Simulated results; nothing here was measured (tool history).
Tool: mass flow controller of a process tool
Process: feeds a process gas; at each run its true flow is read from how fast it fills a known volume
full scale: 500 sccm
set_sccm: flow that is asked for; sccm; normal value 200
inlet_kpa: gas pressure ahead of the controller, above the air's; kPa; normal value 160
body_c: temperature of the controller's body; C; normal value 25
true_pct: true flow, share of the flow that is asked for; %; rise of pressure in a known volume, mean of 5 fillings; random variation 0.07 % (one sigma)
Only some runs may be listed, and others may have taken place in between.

Run 1, hour 0: usual settings. Result: true_pct 102.49 %.
Run 2, hour 255.8: usual settings. Result: true_pct 102.57 %.
Run 3, hour 446.6: usual settings. Result: true_pct 102.76 %.
Run 4, hour 703: usual settings. Result: true_pct 102.81 %.
Run 5, hour 865.2: usual settings. Result: true_pct 102.85 %.
Run 6, hour 996.9: usual settings. Result: true_pct 102.83 %.
Run 7, hour 1198.4: usual settings. Result: true_pct 103.07 %.
Run 8, hour 1372.8: usual settings. Result: true_pct 103.11 %.
Run 9, hour 1619.5: usual settings but set_sccm 264 sccm. Result: true_pct 102.77 %.
Run 10, hour 1840.6: usual settings but set_sccm 264 sccm. Result: true_pct 102.88 %.
Run 11, hour 2004.8: usual settings but set_sccm 264 sccm. Result: true_pct 102.93 %.
Run 12, hour 2137.4: usual settings but set_sccm 264 sccm. Result: true_pct 103.01 %.
Run 13, hour 2281.5: usual settings but body_c 38 C. Result: true_pct 104.13 %.
Run 14, hour 2489.3: usual settings but body_c 38 C. Result: true_pct 104.19 %.
At hour 2510: controller's zero set anew.
Run 15, hour 2748.5: usual settings but set_sccm 182 sccm, inlet_kpa 177 kPa, body_c 27 C. Result: true_pct 105.14 %.
Run 16, hour 2969.8: usual settings but set_sccm 292 sccm, inlet_kpa 163 kPa, body_c 26 C. Result: true_pct 103.87 %.
Run 17, hour 3172.9: usual settings but set_sccm 292 sccm, inlet_kpa 163 kPa, body_c 26 C. Result: true_pct 103.79 %.
Run 18, hour 3400.6: usual settings but set_sccm 292 sccm, inlet_kpa 163 kPa, body_c 26 C. Result: true_pct 104.08 %.
Run 19, hour 3545.1: usual settings but set_sccm 292 sccm, inlet_kpa 163 kPa, body_c 33 C. Result: true_pct 104.29 %.
At hour 3572: controller's zero set anew, once more.
Run 20, hour 3751.6: usual settings but inlet_kpa 182 kPa. Result: true_pct 101.5 %.
Run 21, hour 3966.3: usual settings but set_sccm 436 sccm, inlet_kpa 163 kPa, body_c 40 C. Result: true_pct 102.6 %.

Branching from run 21: 4 alternative next runs. What would each branch give?
Run A, hour 4247.3: usual settings but inlet_kpa 183 kPa, body_c 22 C. Result: true_pct ?.
Run B, hour 4247.3: usual settings but set_sccm 310 sccm, inlet_kpa 163 kPa. Result: true_pct ?.
Run C, hour 4247.3: usual settings but set_sccm 81 sccm, inlet_kpa 163 kPa, body_c 22 C. Result: true_pct ?.
Run D, hour 4247.3: usual settings but set_sccm 129 sccm, inlet_kpa 218 kPa, body_c 23 C. Result: true_pct ?.

run  true_pct
  A    101.55
  B    101.84
  C    101.54
  D    101.84
Without the tool's hidden state the same runs would have given:
run  true_pct
  A        99
  B     99.35
  C     98.72
  D     99.19

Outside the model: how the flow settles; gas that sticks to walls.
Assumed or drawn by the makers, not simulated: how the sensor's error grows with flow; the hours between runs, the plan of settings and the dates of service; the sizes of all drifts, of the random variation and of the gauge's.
